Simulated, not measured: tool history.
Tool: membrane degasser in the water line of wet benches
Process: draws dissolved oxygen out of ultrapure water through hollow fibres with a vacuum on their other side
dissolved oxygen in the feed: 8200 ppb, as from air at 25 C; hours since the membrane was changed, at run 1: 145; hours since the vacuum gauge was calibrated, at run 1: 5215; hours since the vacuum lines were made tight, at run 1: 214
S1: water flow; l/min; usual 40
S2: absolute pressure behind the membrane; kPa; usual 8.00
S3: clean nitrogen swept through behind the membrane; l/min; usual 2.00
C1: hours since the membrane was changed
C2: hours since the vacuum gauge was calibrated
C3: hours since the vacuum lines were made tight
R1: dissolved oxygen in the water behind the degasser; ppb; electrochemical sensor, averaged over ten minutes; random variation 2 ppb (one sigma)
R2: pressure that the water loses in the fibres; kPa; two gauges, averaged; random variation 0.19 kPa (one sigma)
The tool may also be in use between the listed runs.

| run | hour | S1 | S2 | S3 | C1 | C2 | C3 | R1 | R2 |
|---|---|---|---|---|---|---|---|---|---|
| 1 | 0.0 | 40 | 8.00 | 2.00 | 145 | 5215 | 214 | 219.7 | 39.77 |
| 2 | 32.1 | 40 | 8.00 | 2.00 | 177 | 5247 | 246 | 215.9 | 39.63 |
| 3 | 62.5 | 40 | 5.65 | 2.00 | 208 | 5277 | 276 | 118.6 | 40.03 |
| 4 | 100.4 | 40 | 5.65 | 2.00 | 246 | 5315 | 314 | 117.7 | 40.05 |
| 5 | 125.4 | 40 | 5.65 | 2.00 | 271 | 5340 | 339 | 116.3 | 40.10 |
| 6 | 155.1 | 40 | 8.00 | 2.00 | 300 | 5370 | 369 | 214.5 | 39.83 |
| 7 | 195.4 | 40 | 8.00 | 2.00 | 341 | 5410 | 409 | 222.9 | 39.97 |
| 8 | 230.9 | 40 | 8.00 | 2.00 | 376 | 5446 | 444 | 218.7 | 40.14 |
| 9 | 251.7 | 40 | 8.00 | 2.00 | 397 | 5466 | 465 | 220.8 | 40.18 |
| 10 | 300.0 | 40 | 11.45 | 2.00 | 445 | 5515 | 514 | 366.6 | 40.23 |
| 11 | 330.7 | 40 | 11.45 | 2.00 | 476 | 5545 | 544 | 362.3 | 40.06 |
| 12 | 374.4 | 40 | 8.00 | 2.00 | 520 | 5589 | 588 | 217.3 | 40.10 |
| 13 | 419.5 | 40 | 8.00 | 1.59 | 565 | 5634 | 633 | 263.4 | 40.09 |
| 14 | 459.3 | 40 | 8.00 | 2.00 | 605 | 5674 | 673 | 217.2 | 39.95 |
| 15 | 486.7 | 40 | 7.14 | 2.00 | 632 | 5701 | 700 | 181.1 | 40.02 |
| 16 | 535.9 | 40 | 8.00 | 2.00 | 681 | 5751 | 749 | 215.5 | 40.05 |
| 17 | 558.6 | 40 | 8.00 | 2.89 | 704 | 5773 | 772 | 159.5 | 39.95 |
| 18 | 584.8 | 52 | 6.47 | 4.58 | 730 | 5799 | 798 | 96.9 | 52.17 |
| 19 | 621.7 | 59 | 10.87 | 2.68 | 767 | 5836 | 835 | 374.1 | 59.45 |
| 20 | 646.1 | 39 | 14.98 | 1.33 | 791 | 5861 | 860 | 687.2 | 39.06 |
| 21 | 682.7 | 50 | 14.98 | 2.82 | 828 | 5897 | 896 | 461.3 | 50.01 |
| 22 | 715.2 | 50 | 14.98 | 2.82 | 861 | 5930 | 929 | 459.1 | 50.54 |
| 23 | 749.1 | 50 | 14.98 | 2.82 | 894 | 5964 | 963 | 455.9 | 49.96 |
| 24 | 790.4 | 28 | 14.98 | 2.27 | 936 | 6005 | 1004 | 338.8 | 27.81 |
| 25 | 820.9 | 28 | 14.98 | 2.27 | 966 | 6036 | 1034 | 331.9 | 27.86 |
| 26 | 855.2 | 28 | 14.98 | 2.27 | 1001 | 6070 | 1069 | 328.5 | 28.17 |
| 27 | 877.3 | 28 | 14.98 | 2.27 | 1023 | 6092 | 1091 | 332.8 | 27.85 |
| 28 | 900.6 | 28 | 9.58 | 5.24 | 1046 | 6115 | 1114 | 84.6 | 27.98 |
| 29 | 951.5 | 63 | 10.26 | 2.00 | 1097 | 6166 | 1165 | 476.8 | 63.32 |
| 30 | 985.2 | 54 | 14.70 | 2.16 | 1131 | 6200 | 1199 | 597.2 | 54.57 |
| 31 | 1034.2 | 51 | 5.66 | 5.39 | 1180 | 6249 | 1248 | 66.6 | 51.36 |
| 32 | 1077.6 | 51 | 5.66 | 5.39 | 1223 | 6292 | 1291 | 67.1 | 51.74 |
| 33 | 1104.8 | 57 | 6.11 | 2.00 | 1250 | 6319 | 1318 | 193.9 | 57.48 |

3 ways to go on from here, each from the tool as it stands after run 33. What would each give?
| A | 1138.5 | 27 | 4.94 | 1.00 | 1284 | 6353 | 1352 | ? | ? |
| B | 1138.5 | 38 | 7.49 | 2.30 | 1284 | 6353 | 1352 | ? | ? |
| C | 1138.5 | 45 | 7.11 | 1.13 | 1284 | 6353 | 1352 | ? | ? |

| run | R1 | R2 |
|---|---|---|
| A | 110.5 | 26.96 |
| B | 170.5 | 38.34 |
| C | 321.9 | 45.27 |
Without the tool's hidden state the same runs would have given:
| run | R1 | R2 |
|---|---|---|
| A | 100.1 | 26.71 |
| B | 163.4 | 38.00 |
| C | 308.0 | 44.87 |
